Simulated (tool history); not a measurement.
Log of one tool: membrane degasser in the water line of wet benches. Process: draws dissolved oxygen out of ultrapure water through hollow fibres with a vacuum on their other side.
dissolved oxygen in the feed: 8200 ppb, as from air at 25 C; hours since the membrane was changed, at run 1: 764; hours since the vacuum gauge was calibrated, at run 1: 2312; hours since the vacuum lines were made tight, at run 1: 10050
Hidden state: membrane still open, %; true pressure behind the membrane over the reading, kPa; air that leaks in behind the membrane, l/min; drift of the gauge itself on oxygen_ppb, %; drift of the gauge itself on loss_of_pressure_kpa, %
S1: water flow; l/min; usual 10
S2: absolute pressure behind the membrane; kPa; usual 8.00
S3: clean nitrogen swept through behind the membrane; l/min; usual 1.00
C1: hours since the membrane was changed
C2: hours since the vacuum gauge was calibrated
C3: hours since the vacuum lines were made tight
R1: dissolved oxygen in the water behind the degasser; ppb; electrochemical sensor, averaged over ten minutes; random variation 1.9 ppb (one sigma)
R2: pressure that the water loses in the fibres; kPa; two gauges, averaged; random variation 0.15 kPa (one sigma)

| run | hour | S1 | S2 | S3 | C1 | C2 | C3 | R1 | R2 |
|---|---|---|---|---|---|---|---|---|---|
| 1 | 0.0 | 10 | 8.00 | 1.00 | 764 | 2312 | 10050 | 193.8 | 31.89 |
| 2 | 134.5 | 10 | 8.00 | 1.00 | 898 | 2447 | 10185 | 192.4 | 32.09 |
| 3 | 209.4 | 10 | 8.00 | 1.00 | 973 | 2522 | 10260 | 191.3 | 32.09 |
| 4 | 295.2 | 10 | 8.00 | 1.00 | 1059 | 2607 | 10345 | 190.3 | 32.07 |
| 5 | 367.1 | 10 | 8.00 | 0.71 | 1131 | 2679 | 10417 | 230.7 | 31.69 |
| 6 | 449.1 | 10 | 8.00 | 0.71 | 1213 | 2761 | 10499 | 229.6 | 32.04 |
| 7 | 561.3 | 10 | 8.00 | 1.00 | 1325 | 2874 | 10611 | 190.6 | 32.13 |
| 8 | 699.7 | 10 | 8.00 | 1.00 | 1463 | 3012 | 10750 | 192.3 | 32.12 |
| 9 | 851.1 | 10 | 8.00 | 1.00 | 1615 | 3163 | 10901 | 191.0 | 31.85 |
| 10 | 936.5 | 10 | 8.00 | 1.95 | 1700 | 3249 | 10987 | 139.2 | 32.02 |
| 11 | 1015.1 | 9 | 10.11 | 0.43 | 1779 | 3327 | 11065 | 370.8 | 28.94 |
| 12 | 1160.7 | 10 | 6.70 | 1.00 | 1924 | 3473 | 11211 | 162.0 | 31.92 |
| 13 | 1247.9 | 11 | 9.91 | 0.94 | 2011 | 3560 | 11298 | 269.2 | 35.05 |
| 14 | 1407.3 | 9 | 5.68 | 1.00 | 2171 | 3719 | 11457 | 119.3 | 28.71 |
| 15 | 1527.7 | 10 | 8.44 | 1.26 | 2291 | 3840 | 11578 | 176.9 | 31.70 |
| 16 | 1654.6 | 11 | 7.73 | 1.26 | 2418 | 3967 | 11705 | 188.6 | 35.33 |

Forecast each of these 5 alternatives for the next run:
| A | 1746.9 | 11 | 7.83 | 0.68 | 2510 | 4059 | 11797 | ? | ? |
| B | 1746.9 | 12 | 8.00 | 1.00 | 2510 | 4059 | 11797 | ? | ? |
| C | 1746.9 | 8 | 13.49 | 1.19 | 2510 | 4059 | 11797 | ? | ? |
| D | 1746.9 | 10 | 15.42 | 0.67 | 2510 | 4059 | 11797 | ? | ? |
| E | 1746.9 | 8 | 12.28 | 1.54 | 2510 | 4059 | 11797 | ? | ? |

| run | R1 | R2 |
|---|---|---|
| A | 261.4 | 35.29 |
| B | 238.2 | 38.36 |
| C | 211.8 | 25.61 |
| D | 471.2 | 32.03 |
| E | 166.7 | 25.53 |
Without the tool's hidden state the same runs would have given:
| run | R1 | R2 |
|---|---|---|
| A | 261.2 | 35.28 |
| B | 238.0 | 38.36 |
| C | 211.6 | 25.61 |
| D | 470.8 | 32.03 |
| E | 166.5 | 25.53 |

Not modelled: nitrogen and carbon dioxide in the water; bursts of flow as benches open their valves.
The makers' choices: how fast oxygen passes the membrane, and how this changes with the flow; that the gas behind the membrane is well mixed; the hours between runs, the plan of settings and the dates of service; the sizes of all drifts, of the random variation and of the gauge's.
